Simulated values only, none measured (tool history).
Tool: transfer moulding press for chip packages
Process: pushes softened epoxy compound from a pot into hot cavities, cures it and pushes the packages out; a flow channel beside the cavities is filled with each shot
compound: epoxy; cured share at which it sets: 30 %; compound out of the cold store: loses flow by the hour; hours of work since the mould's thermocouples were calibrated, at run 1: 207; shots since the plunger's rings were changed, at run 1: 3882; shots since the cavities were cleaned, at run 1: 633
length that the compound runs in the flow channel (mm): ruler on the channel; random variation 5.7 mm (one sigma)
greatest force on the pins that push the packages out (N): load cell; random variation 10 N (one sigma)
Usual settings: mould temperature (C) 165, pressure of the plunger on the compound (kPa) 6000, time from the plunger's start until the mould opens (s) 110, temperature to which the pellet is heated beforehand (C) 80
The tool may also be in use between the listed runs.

run	hour	mould temperature (C)	pressure of the plunger on the compound (kPa)	time from the plunger's start until the mould opens (s)	temperature to which the pellet is heated beforehand (C)	hours of work since the mould's thermocouples were calibrated	shots since the plunger's rings were changed	shots since the cavities were cleaned	incoming compound's hours out of the cold store	length that the compound runs in the flow channel (mm)	greatest force on the pins that push the packages out (N)
1	0.0	165	6000	110	80	207	3882	633	15.9	753	504
# hour 5.3: cavities cleaned with cleaning compound and waxed
2	63.2	162	6000	110	80	232	4270	364	18.7	766	622
3	106.5	162	6000	110	80	249	4542	636	23.2	764	617
# hour 112.3: cavities cleaned with cleaning compound and waxed
4	167.7	165	6000	110	80	273	4917	348	45.1	667	456
# hour 201.8: plunger's sealing rings changed
5	209.6	165	6000	110	80	289	49	596	35.6	704	488
# hour 221.4: cavities cleaned with cleaning compound and waxed
6	254.3	165	6000	110	80	306	320	206	25.7	729	482
7	316.9	165	6000	110	80	332	714	600	41.1	674	476
# hour 327.0: cavities cleaned with cleaning compound and waxed
8	381.1	165	6000	110	80	357	1108	340	13.2	770	498
9	421.0	163	6000	110	80	373	1358	590	35.1	709	528
# hour 435.7: cavities cleaned with cleaning compound and waxed
10	482.9	165	7100	110	80	397	1738	297	11.1	851	509
11	525.6	165	6980	110	80	414	2006	565	25.7	782	478
# hour 545.9: cavities cleaned with cleaning compound and waxed
12	575.5	165	6980	110	80	434	2311	187	22.8	793	490
13	618.2	165	6980	110	80	451	2579	455	8.5	851	513
# hour 651.6: cavities cleaned with cleaning compound and waxed
14	660.3	165	6980	110	80	467	2834	55	33.2	769	469
15	718.8	172	6760	114	80	491	3202	423	30.2	741	338
# hour 759.5: cavities cleaned with cleaning compound and waxed
16	770.0	172	6760	114	76	511	3514	66	20.1	769	327
# hour 789.6: mould's thermocouples calibrated
17	827.9	168	7010	135	78	15	3866	418	33.5	755	341
18	861.2	159	7010	130	78	29	4075	627	48.0	746	511
# hour 866.6: cavities cleaned with cleaning compound and waxed
19	897.4	167	6000	141	75	43	4292	193	13.3	761	329
20	955.6	167	6000	141	75	66	4658	559	47.0	661	341
# hour 974.7: cavities cleaned with cleaning compound and waxed
21	1004.6	159	5670	132	70	85	4957	188	33.7	716	522
# hour 1033.5: plunger's sealing rings changed
22	1067.3	167	5920	119	81	110	212	566	37.7	669	374
# hour 1084.4: cavities cleaned with cleaning compound and waxed
23	1104.6	160	4970	110	80	124	437	127	28.5	679	694

Forecast each of these 3 alternatives for the next run:
A	1168.1	169	4970	110	85	149	836	526	46.9	?	?
B	1168.1	173	4970	110	80	149	836	526	15.8	?	?
C	1168.1	165	6000	110	80	149	836	526	11.0	?	?

run	length that the compound runs in the flow channel (mm)	greatest force on the pins that push the packages out (N)
A	596	382
B	672	345
C	779	517
Without the tool's hidden state the same runs would have given:
run	length that the compound runs in the flow channel (mm)	greatest force on the pins that push the packages out (N)
A	596	377
B	673	341
C	779	510

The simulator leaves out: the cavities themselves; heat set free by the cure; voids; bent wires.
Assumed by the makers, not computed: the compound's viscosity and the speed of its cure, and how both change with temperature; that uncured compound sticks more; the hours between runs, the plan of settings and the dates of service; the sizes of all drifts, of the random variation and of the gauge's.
